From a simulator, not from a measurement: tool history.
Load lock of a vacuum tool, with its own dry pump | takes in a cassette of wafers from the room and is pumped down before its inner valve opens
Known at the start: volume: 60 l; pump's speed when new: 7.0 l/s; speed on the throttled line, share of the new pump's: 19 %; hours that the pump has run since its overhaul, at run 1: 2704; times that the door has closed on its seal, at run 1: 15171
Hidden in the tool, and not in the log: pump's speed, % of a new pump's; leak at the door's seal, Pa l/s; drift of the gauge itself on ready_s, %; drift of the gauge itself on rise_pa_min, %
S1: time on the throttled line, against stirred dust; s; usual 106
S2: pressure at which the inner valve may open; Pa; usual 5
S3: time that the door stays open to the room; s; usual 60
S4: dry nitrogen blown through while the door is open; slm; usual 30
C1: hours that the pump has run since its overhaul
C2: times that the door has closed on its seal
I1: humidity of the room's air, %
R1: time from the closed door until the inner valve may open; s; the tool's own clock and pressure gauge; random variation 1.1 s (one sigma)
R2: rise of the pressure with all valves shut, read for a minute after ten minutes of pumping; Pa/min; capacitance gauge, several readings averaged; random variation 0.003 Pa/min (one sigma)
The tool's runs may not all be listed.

Run 1, hour 0: usual settings; C1 2704; C2 15171; I1 44.9. Result: R1 178.2 s, R2 0.071 Pa/min.
Run 2, hour 220.9: usual settings; C1 2925; C2 15663; I1 42.8. Result: R1 175.9 s, R2 0.072 Pa/min.
Run 3, hour 391.2: usual settings but S1 82 s; C1 3095; C2 16043; I1 45.8. Result: R1 158.6 s, R2 0.074 Pa/min.
Run 4, hour 663.2: usual settings but S1 82 s, S4 5 slm; C1 3367; C2 16650; I1 47.2. Result: R1 157.8 s, R2 0.102 Pa/min.
Run 5, hour 879.6: usual settings; C1 3584; C2 17133; I1 45.3. Result: R1 176.8 s, R2 0.079 Pa/min.
Run 6, hour 1181.7: usual settings; C1 3886; C2 17807; I1 44.8. Result: R1 177 s, R2 0.086 Pa/min.
Run 7, hour 1553.2: usual settings; C1 4257; C2 18636; I1 41.7. Result: R1 179.2 s, R2 0.084 Pa/min.
Run 8, hour 1918.8: usual settings; C1 4623; C2 19452; I1 46.1. Result: R1 178.5 s, R2 0.094 Pa/min.
Run 9, hour 2308: usual settings but S4 35 slm; C1 5012; C2 20320; I1 44.3. Result: R1 178.4 s, R2 0.1 Pa/min.
Run 10, hour 2644.9: usual settings but S4 35 slm; C1 5349; C2 21072; I1 41.7. Result: R1 180.4 s, R2 0.098 Pa/min.
Run 11, hour 2837.4: usual settings but S4 35 slm; C1 5542; C2 21502; I1 46.1. Result: R1 179.2 s, R2 0.102 Pa/min.
Run 12, hour 3171.5: usual settings but S3 202 s; C1 5876; C2 22247; I1 45.7. Result: R1 180.9 s, R2 0.122 Pa/min.
Run 13, hour 3359.2: usual settings but S3 202 s; C1 6063; C2 22666; I1 46.2. Result: R1 179.9 s, R2 0.128 Pa/min.
Run 14, hour 3620.6: usual settings but S3 202 s; C1 6325; C2 23249; I1 45.7. Result: R1 179.4 s, R2 0.126 Pa/min.
Run 15, hour 3948.8: usual settings but S3 202 s; C1 6653; C2 23981; I1 48.7. Result: R1 180.2 s, R2 0.134 Pa/min.
Run 16, hour 4150.6: usual settings but S2 7 Pa, S3 30 s; C1 6855; C2 24432; I1 46.8. Result: R1 177.9 s, R2 0.115 Pa/min.
Run 17, hour 4352.9: usual settings but S1 177 s, S2 9 Pa, S4 29 slm; C1 7057; C2 24883; I1 47.6. Result: R1 229.5 s, R2 0.132 Pa/min.
Run 18, hour 4744.8: usual settings but S2 7 Pa; C1 7449; C2 25757; I1 47.6. Result: R1 177 s, R2 0.134 Pa/min.
Run 19, hour 4981.9: usual settings but S2 7 Pa, S3 30 s, S4 36 slm; C1 7686; C2 26286; I1 41.8. Result: R1 177.1 s, R2 0.132 Pa/min.
Run 20, hour 5379.3: usual settings but S1 71 s, S4 19 slm; C1 8083; C2 27173; I1 44.3. Result: R1 154.9 s, R2 0.145 Pa/min.
Run 21, hour 5631.3: usual settings but S1 60 s, S3 35 s, S4 19 slm; C1 8335; C2 27735; I1 44. Result: R1 147.5 s, R2 0.147 Pa/min.
Run 22, hour 5812.8: usual settings but S1 86 s, S2 10 Pa, S3 147 s, S4 5 slm; C1 8517; C2 28140; I1 47.7. Result: R1 159 s, R2 0.191 Pa/min.
Run 23, hour 6153.9: usual settings but S1 142 s, S3 119 s, S4 35 slm; C1 8858; C2 28901; I1 46. Result: R1 212.8 s, R2 0.157 Pa/min.

The same runs without the tool's hidden state, with the same run-to-run variation:
run     R1     R2
  1  174.5  0.022
  2    172  0.021
  3  154.3  0.022
  4  153.2  0.046
  5  172.3  0.023
  6  172.1  0.025
  7    174  0.018
  8    173  0.024
  9  172.5  0.025
 10    174  0.018
 11  172.7  0.019
 12    174  0.034
 13  172.8  0.038
 14  172.1  0.034
 15  172.5  0.037
 16  170.4  0.014
 17  223.7  0.027
 18    169  0.023
 19  168.8  0.017
 20  144.8  0.025
 21  136.7  0.023
 22  149.8  0.064
 23  203.5  0.023
